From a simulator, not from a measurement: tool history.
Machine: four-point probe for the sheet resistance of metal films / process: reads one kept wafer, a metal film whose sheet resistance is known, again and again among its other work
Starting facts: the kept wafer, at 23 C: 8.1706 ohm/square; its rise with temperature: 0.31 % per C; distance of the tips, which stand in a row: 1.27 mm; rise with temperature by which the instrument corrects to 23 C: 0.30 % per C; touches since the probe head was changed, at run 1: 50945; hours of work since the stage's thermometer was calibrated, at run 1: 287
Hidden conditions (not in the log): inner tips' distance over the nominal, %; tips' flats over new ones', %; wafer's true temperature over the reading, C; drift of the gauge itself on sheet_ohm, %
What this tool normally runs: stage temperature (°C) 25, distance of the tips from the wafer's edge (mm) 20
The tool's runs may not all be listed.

| run | hour | stage temperature (°C) | distance of the tips from the wafer's edge (mm) | touches since the probe head was changed | hours of work since the stage's thermometer was calibrated | sheet resistance as the instrument gives it (ohm/square) |
|---|---|---|---|---|---|---|
| 1 | 0.0 | 25 | 20 | 50945 | 287 | 8.158156 |
| 2 | 23.6 | 25 | 20 | 51968 | 301 | 8.157274 |
| 3 | 40.1 | 25 | 20 | 52680 | 311 | 8.156910 |
| 4 | 72.8 | 25 | 20 | 54098 | 331 | 8.157948 |
| 5 | 90.6 | 25 | 20 | 54870 | 341 | 8.153322 |
| 6 | 128.9 | 25 | 20 | 56531 | 364 | 8.156155 |
| 7 | 144.5 | 24 | 20 | 57207 | 374 | 8.154996 |
| 8 | 160.7 | 25 | 20 | 57908 | 383 | 8.158459 |
|  | 164.1 | stage's thermometer calibrated |
| 9 | 176.9 | 33 | 20 | 58592 | 8 | 8.159552 |
| 10 | 214.9 | 33 | 20 | 60235 | 31 | 8.158805 |
| 11 | 243.8 | 26 | 13 | 61489 | 48 | 8.183672 |
| 12 | 267.8 | 26 | 13 | 62529 | 62 | 8.176647 |
| 13 | 298.6 | 26 | 13 | 63865 | 81 | 8.177896 |
| 14 | 333.5 | 31 | 5 | 65374 | 102 | 8.413358 |
|  | 351.1 | stage's thermometer calibrated, once more |
| 15 | 371.4 | 31 | 6 | 66999 | 12 | 8.328370 |
| 16 | 405.8 | 18 | 16 | 68486 | 33 | 8.156243 |
| 17 | 439.7 | 30 | 3 | 69957 | 53 | 8.844851 |
| 18 | 459.7 | 33 | 7 | 70823 | 65 | 8.280086 |
| 19 | 482.1 | 33 | 25 | 71792 | 79 | 8.151769 |

3 options for the next run, each taken on its own from the tool as it stands now. Forecast them:
| A | 499.1 | 34 | 47 | 72530 | 89 | ? |
| B | 499.1 | 26 | 49 | 72530 | 89 | ? |
| C | 499.1 | 23 | 47 | 72530 | 89 | ? |

| run | sheet resistance as the instrument gives it (ohm/square) |
|---|---|
| A | 8.138311 |
| B | 8.135029 |
| C | 8.136702 |
Take away the tool's hidden state, keep each run's random variation, and the runs would have read:
| run | sheet resistance as the instrument gives it (ohm/square) |
|---|---|
| A | 8.176329 |
| B | 8.173048 |
| C | 8.174735 |
